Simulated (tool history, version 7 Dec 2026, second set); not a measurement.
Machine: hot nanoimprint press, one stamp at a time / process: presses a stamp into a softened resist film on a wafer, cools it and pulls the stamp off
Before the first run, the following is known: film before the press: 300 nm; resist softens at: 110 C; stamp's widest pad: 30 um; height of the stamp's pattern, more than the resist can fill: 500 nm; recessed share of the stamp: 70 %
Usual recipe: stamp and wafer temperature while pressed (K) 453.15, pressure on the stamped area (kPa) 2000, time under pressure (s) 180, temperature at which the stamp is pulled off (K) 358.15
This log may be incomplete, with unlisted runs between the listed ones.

run	hour	stamp and wafer temperature while pressed (K)	pressure on the stamped area (kPa)	time under pressure (s)	temperature at which the stamp is pulled off (K)	resist left under the stamp's widest pad (nm)	greatest force while the stamp is pulled off (N)
1	0.0	453.15	2000	180	358.15	136.9	182
2	67.8	453.15	2970	180	358.15	114.9	186
3	111.2	453.15	2000	180	358.15	138.7	187
4	161.1	453.15	2000	180	358.15	139.2	188
5	237.6	453.15	2000	180	358.15	141.4	190
# hour 280.5: stamp cleaned and given a new release coat
6	306.4	453.15	2000	180	358.15	141.3	173
7	349.7	453.15	2000	180	358.15	141.7	173
# hour 374.6: plate thermocouple calibrated
8	384.7	453.15	1300	180	358.15	161.8	170
9	427.5	458.15	2000	180	358.15	107.8	170
10	502.7	458.15	2000	180	358.15	108.8	173
11	572.1	453.15	2000	180	358.15	137.7	177
12	639.7	453.15	2000	180	353.15	138.1	200
13	674.3	453.15	1980	180	358.15	138.9	182
14	717.4	453.15	1980	180	358.15	140.8	182
15	756.1	444.15	2000	180	358.15	204.6	184
16	802.7	444.15	2000	180	358.15	204.9	185
17	858.1	454.15	1900	174	358.15	139.7	189
18	907.0	454.15	3140	277	358.15	92.3	190
19	951.5	461.15	2390	260	352.15	76.8	217
# hour 966.6: plate thermocouple calibrated
20	1013.2	449.15	2450	220	357.15	142.4	198
# hour 1027.7: stamp cleaned and given a new release coat
21	1086.0	458.15	2000	286	358.15	92.2	172
22	1136.1	458.15	2000	286	358.15	92.3	173
23	1175.0	453.15	2000	180	365.15	140.7	150
24	1227.6	453.15	1410	252	363.15	145.4	155
25	1302.0	445.15	2000	257	358.15	180.7	179
26	1376.6	445.15	2000	257	358.15	180.9	180

Expected results for the next run?
27	1442.0	453.15	1260	180	358.15	?	?

Logged for run 27: resist left under the stamp's widest pad (nm) 173.4, greatest force while the stamp is pulled off (N) 184.
On a tool with no hidden condition, and with the same random variation, this run would have come out at resist left under the stamp's widest pad (nm) 164.9, greatest force while the stamp is pulled off (N) 166.
